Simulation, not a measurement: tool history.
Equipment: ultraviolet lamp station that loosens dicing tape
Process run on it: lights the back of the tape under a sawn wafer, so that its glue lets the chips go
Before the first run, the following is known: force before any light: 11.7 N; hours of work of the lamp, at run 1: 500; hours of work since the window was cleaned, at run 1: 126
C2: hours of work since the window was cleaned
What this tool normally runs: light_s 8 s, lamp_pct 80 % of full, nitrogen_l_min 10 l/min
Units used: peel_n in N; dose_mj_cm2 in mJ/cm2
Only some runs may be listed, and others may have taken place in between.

{"run": 1, "hour": 0.0, "light_s": 8, "lamp_pct": 80, "nitrogen_l_min": 10, "hours of work of the lamp": 500, "C2": 126, "peel_n": 1.714, "dose_mj_cm2": 352}
{"run": 2, "hour": 37.8, "light_s": 6, "lamp_pct": 80, "nitrogen_l_min": 10, "hours of work of the lamp": 528, "C2": 153, "peel_n": 2.795, "dose_mj_cm2": 261}
{"run": 3, "hour": 77.4, "light_s": 8, "lamp_pct": 80, "nitrogen_l_min": 10, "hours of work of the lamp": 557, "C2": 182, "peel_n": 1.873, "dose_mj_cm2": 331}
{"run": 4, "hour": 132.2, "light_s": 8, "lamp_pct": 93, "nitrogen_l_min": 10, "hours of work of the lamp": 597, "C2": 223, "peel_n": 1.533, "dose_mj_cm2": 371}
{"run": 5, "hour": 159.8, "light_s": 8, "lamp_pct": 93, "nitrogen_l_min": 10, "hours of work of the lamp": 618, "C2": 243, "peel_n": 1.664, "dose_mj_cm2": 360}
{"run": 6, "hour": 192.1, "light_s": 8, "lamp_pct": 93, "nitrogen_l_min": 10, "hours of work of the lamp": 641, "C2": 267, "peel_n": 1.732, "dose_mj_cm2": 350}
{"run": 7, "hour": 230.7, "light_s": 8, "lamp_pct": 93, "nitrogen_l_min": 10, "hours of work of the lamp": 670, "C2": 295, "peel_n": 1.804, "dose_mj_cm2": 343}
{"hour": 237.3, "done": "window cleaned of glue's vapour"}
{"run": 8, "hour": 263.4, "light_s": 9, "lamp_pct": 93, "nitrogen_l_min": 10, "hours of work of the lamp": 693, "C2": 19, "peel_n": 1.013, "dose_mj_cm2": 440}
{"run": 9, "hour": 297.8, "light_s": 9, "lamp_pct": 93, "nitrogen_l_min": 10, "hours of work of the lamp": 719, "C2": 44, "peel_n": 1.119, "dose_mj_cm2": 431}
{"hour": 307.5, "done": "lamp changed"}
{"run": 10, "hour": 341.8, "light_s": 9, "lamp_pct": 70, "nitrogen_l_min": 10, "hours of work of the lamp": 25, "C2": 76, "peel_n": 1.128, "dose_mj_cm2": 434}
{"run": 11, "hour": 392.0, "light_s": 9, "lamp_pct": 70, "nitrogen_l_min": 10, "hours of work of the lamp": 62, "C2": 113, "peel_n": 1.142, "dose_mj_cm2": 418}
{"run": 12, "hour": 445.6, "light_s": 9, "lamp_pct": 70, "nitrogen_l_min": 10, "hours of work of the lamp": 101, "C2": 152, "peel_n": 1.262, "dose_mj_cm2": 403}
{"run": 13, "hour": 491.5, "light_s": 9, "lamp_pct": 70, "nitrogen_l_min": 10, "hours of work of the lamp": 135, "C2": 186, "peel_n": 1.325, "dose_mj_cm2": 392}
{"run": 14, "hour": 553.8, "light_s": 9, "lamp_pct": 70, "nitrogen_l_min": 10, "hours of work of the lamp": 181, "C2": 232, "peel_n": 1.494, "dose_mj_cm2": 377}
{"run": 15, "hour": 605.9, "light_s": 9, "lamp_pct": 70, "nitrogen_l_min": 10, "hours of work of the lamp": 219, "C2": 270, "peel_n": 1.612, "dose_mj_cm2": 360}
{"run": 16, "hour": 638.7, "light_s": 8, "lamp_pct": 80, "nitrogen_l_min": 10, "hours of work of the lamp": 243, "C2": 294, "peel_n": 1.695, "dose_mj_cm2": 358}
{"hour": 645.1, "done": "window cleaned of glue's vapour"}
{"run": 17, "hour": 675.4, "light_s": 8, "lamp_pct": 80, "nitrogen_l_min": 10, "hours of work of the lamp": 270, "C2": 22, "peel_n": 1.206, "dose_mj_cm2": 423}
{"run": 18, "hour": 725.5, "light_s": 8, "lamp_pct": 80, "nitrogen_l_min": 10, "hours of work of the lamp": 306, "C2": 59, "peel_n": 1.296, "dose_mj_cm2": 404}
{"run": 19, "hour": 786.2, "light_s": 8, "lamp_pct": 80, "nitrogen_l_min": 10, "hours of work of the lamp": 351, "C2": 104, "peel_n": 1.429, "dose_mj_cm2": 381}
{"run": 20, "hour": 847.5, "light_s": 8, "lamp_pct": 80, "nitrogen_l_min": 10, "hours of work of the lamp": 396, "C2": 148, "peel_n": 1.566, "dose_mj_cm2": 368}
{"run": 21, "hour": 885.4, "light_s": 8, "lamp_pct": 80, "nitrogen_l_min": 10, "hours of work of the lamp": 424, "C2": 176, "peel_n": 1.646, "dose_mj_cm2": 360}
{"run": 22, "hour": 938.9, "light_s": 8, "lamp_pct": 80, "nitrogen_l_min": 19, "hours of work of the lamp": 463, "C2": 216, "peel_n": 1.088, "dose_mj_cm2": 341}
{"run": 23, "hour": 983.5, "light_s": 8, "lamp_pct": 80, "nitrogen_l_min": 19, "hours of work of the lamp": 496, "C2": 248, "peel_n": 1.162, "dose_mj_cm2": 331}
{"run": 24, "hour": 1027.5, "light_s": 10, "lamp_pct": 100, "nitrogen_l_min": 6, "hours of work of the lamp": 528, "C2": 281, "peel_n": 1.315, "dose_mj_cm2": 503}
{"hour": 1050.6, "done": "window cleaned of glue's vapour"}
{"run": 25, "hour": 1054.9, "light_s": 10, "lamp_pct": 100, "nitrogen_l_min": 6, "hours of work of the lamp": 548, "C2": 3, "peel_n": 0.893, "dose_mj_cm2": 587}
{"run": 26, "hour": 1102.6, "light_s": 10, "lamp_pct": 100, "nitrogen_l_min": 6, "hours of work of the lamp": 583, "C2": 38, "peel_n": 0.967, "dose_mj_cm2": 564}
{"run": 27, "hour": 1148.0, "light_s": 10, "lamp_pct": 100, "nitrogen_l_min": 6, "hours of work of the lamp": 616, "C2": 71, "peel_n": 1.068, "dose_mj_cm2": 553}
{"run": 28, "hour": 1183.4, "light_s": 8, "lamp_pct": 66, "nitrogen_l_min": 10, "hours of work of the lamp": 642, "C2": 97, "peel_n": 2.501, "dose_mj_cm2": 281}
{"run": 29, "hour": 1220.0, "light_s": 15, "lamp_pct": 70, "nitrogen_l_min": 4, "hours of work of the lamp": 669, "C2": 124, "peel_n": 1.537, "dose_mj_cm2": 541}
{"run": 30, "hour": 1262.5, "light_s": 15, "lamp_pct": 70, "nitrogen_l_min": 4, "hours of work of the lamp": 700, "C2": 155, "peel_n": 1.642, "dose_mj_cm2": 530}
{"hour": 1298.1, "done": "lamp changed"}
{"run": 31, "hour": 1310.3, "light_s": 12, "lamp_pct": 68, "nitrogen_l_min": 6, "hours of work of the lamp": 9, "C2": 190, "peel_n": 1.148, "dose_mj_cm2": 524}
{"run": 32, "hour": 1351.1, "light_s": 12, "lamp_pct": 64, "nitrogen_l_min": 7, "hours of work of the lamp": 39, "C2": 220, "peel_n": 1.203, "dose_mj_cm2": 487}
{"run": 33, "hour": 1408.3, "light_s": 13, "lamp_pct": 78, "nitrogen_l_min": 5, "hours of work of the lamp": 81, "C2": 262, "peel_n": 1.05, "dose_mj_cm2": 615}
{"run": 34, "hour": 1441.4, "light_s": 9, "lamp_pct": 68, "nitrogen_l_min": 5, "hours of work of the lamp": 105, "C2": 286, "peel_n": 2.814, "dose_mj_cm2": 360}
{"hour": 1458.9, "done": "window cleaned of glue's vapour"}
{"run": 35, "hour": 1475.6, "light_s": 8, "lamp_pct": 81, "nitrogen_l_min": 10, "hours of work of the lamp": 130, "C2": 12, "peel_n": 1.006, "dose_mj_cm2": 451}
{"run": 36, "hour": 1541.1, "light_s": 8, "lamp_pct": 81, "nitrogen_l_min": 10, "hours of work of the lamp": 178, "C2": 60, "peel_n": 1.177, "dose_mj_cm2": 427}
{"run": 37, "hour": 1598.3, "light_s": 8, "lamp_pct": 81, "nitrogen_l_min": 10, "hours of work of the lamp": 220, "C2": 102, "peel_n": 1.211, "dose_mj_cm2": 410}
{"run": 38, "hour": 1647.8, "light_s": 13, "lamp_pct": 75, "nitrogen_l_min": 10, "hours of work of the lamp": 256, "C2": 139, "peel_n": 0.496, "dose_mj_cm2": 594}
{"run": 39, "hour": 1699.1, "light_s": 11, "lamp_pct": 71, "nitrogen_l_min": 17, "hours of work of the lamp": 294, "C2": 176, "peel_n": 0.57, "dose_mj_cm2": 458}
{"run": 40, "hour": 1729.6, "light_s": 4, "lamp_pct": 68, "nitrogen_l_min": 13, "hours of work of the lamp": 316, "C2": 199, "peel_n": 4.39, "dose_mj_cm2": 157}
{"run": 41, "hour": 1769.3, "light_s": 4, "lamp_pct": 68, "nitrogen_l_min": 5, "hours of work of the lamp": 345, "C2": 228, "peel_n": 5.974, "dose_mj_cm2": 152}
{"run": 42, "hour": 1819.4, "light_s": 5, "lamp_pct": 77, "nitrogen_l_min": 12, "hours of work of the lamp": 382, "C2": 265, "peel_n": 3.483, "dose_mj_cm2": 203}
{"hour": 1864.1, "done": "window cleaned of glue's vapour"}
{"run": 43, "hour": 1874.0, "light_s": 4, "lamp_pct": 82, "nitrogen_l_min": 11, "hours of work of the lamp": 422, "C2": 7, "peel_n": 3.668, "dose_mj_cm2": 203}

Below are 4 alternative next runs, each starting from the tool's condition after run 43. Predict each:
{"run": "A", "hour": 1900.8, "light_s": 7, "lamp_pct": 62, "nitrogen_l_min": 10, "hours of work of the lamp": 441, "C2": 27, "peel_n": "?", "dose_mj_cm2": "?"}
{"run": "B", "hour": 1900.8, "light_s": 6, "lamp_pct": 82, "nitrogen_l_min": 11, "hours of work of the lamp": 441, "C2": 27, "peel_n": "?", "dose_mj_cm2": "?"}
{"run": "C", "hour": 1900.8, "light_s": 4, "lamp_pct": 94, "nitrogen_l_min": 11, "hours of work of the lamp": 441, "C2": 27, "peel_n": "?", "dose_mj_cm2": "?"}
{"run": "D", "hour": 1900.8, "light_s": 11, "lamp_pct": 87, "nitrogen_l_min": 4, "hours of work of the lamp": 441, "C2": 27, "peel_n": "?", "dose_mj_cm2": "?"}

run=A peel_n=2.786 dose_mj_cm2=263
run=B peel_n=2.109 dose_mj_cm2=301
run=C peel_n=3.139 dose_mj_cm2=226
run=D peel_n=1.383 dose_mj_cm2=578
Stripped of hidden state, with their random variation kept, the same runs would have yielded:
run=A peel_n=2.067 dose_mj_cm2=317
run=B peel_n=1.489 dose_mj_cm2=363
run=C peel_n=2.395 dose_mj_cm2=273
run=D peel_n=0.907 dose_mj_cm2=699
